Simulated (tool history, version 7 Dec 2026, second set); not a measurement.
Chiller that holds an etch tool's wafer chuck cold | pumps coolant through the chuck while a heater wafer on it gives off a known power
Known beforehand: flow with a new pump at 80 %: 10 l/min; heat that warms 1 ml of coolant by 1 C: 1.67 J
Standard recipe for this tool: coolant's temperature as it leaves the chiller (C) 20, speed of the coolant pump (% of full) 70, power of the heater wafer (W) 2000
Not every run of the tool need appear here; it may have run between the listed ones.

run,day,coolant's temperature as it leaves the chiller (C),speed of the coolant pump (% of full),power of the heater wafer (W),chuck's temperature once it has settled (C),how much warmer the coolant comes back (C)
1,0.000,20,70,2000,45.2,8.35
2,1.146,12,70,2000,37.1,8.37
3,2.012,12,92,2000,31.1,6.13
4,2.871,12,92,2000,31.1,6.18
5,3.788,20,70,2000,45.1,8.34
6,4.979,20,70,2000,45.1,8.36
7,5.638,20,70,1520,39.0,6.32
8,6.479,20,70,1520,39.2,6.36
9,7.208,20,63,2000,47.9,9.37
10,8.250,20,63,2000,47.9,9.38
11,8.846,20,63,2000,47.9,9.37
12,9.500,20,63,2000,47.9,9.39
13,10.067,20,99,1086,29.8,3.12
14,11.308,20,66,2807,57.5,12.46
15,12.075,12,94,1647,27.3,4.97
16,13.238,12,94,1647,27.5,4.90
17,13.933,19,98,1675,34.0,4.80
18,14.567,21,98,1720,36.4,4.90
19,15.529,20,91,2000,39.6,6.21
20,16.758,20,70,1292,36.2,5.41
21,17.321,20,63,1751,44.4,8.25
22,18.138,13,71,2000,37.7,8.18

Alternative continuations, all from the tool just after run 22; predict every row:
A,19.292,22,71,2000,?,?
B,19.292,23,70,1395,?,?
C,19.292,20,71,2000,?,?

run,chuck's temperature once it has settled (C),how much warmer the coolant comes back (C)
A,46.8,8.22
B,40.4,5.82
C,44.5,8.26
Without the tool's hidden state the same runs would have given:
run,chuck's temperature once it has settled (C),how much warmer the coolant comes back (C)
A,46.8,8.22
B,40.4,5.82
C,44.5,8.26
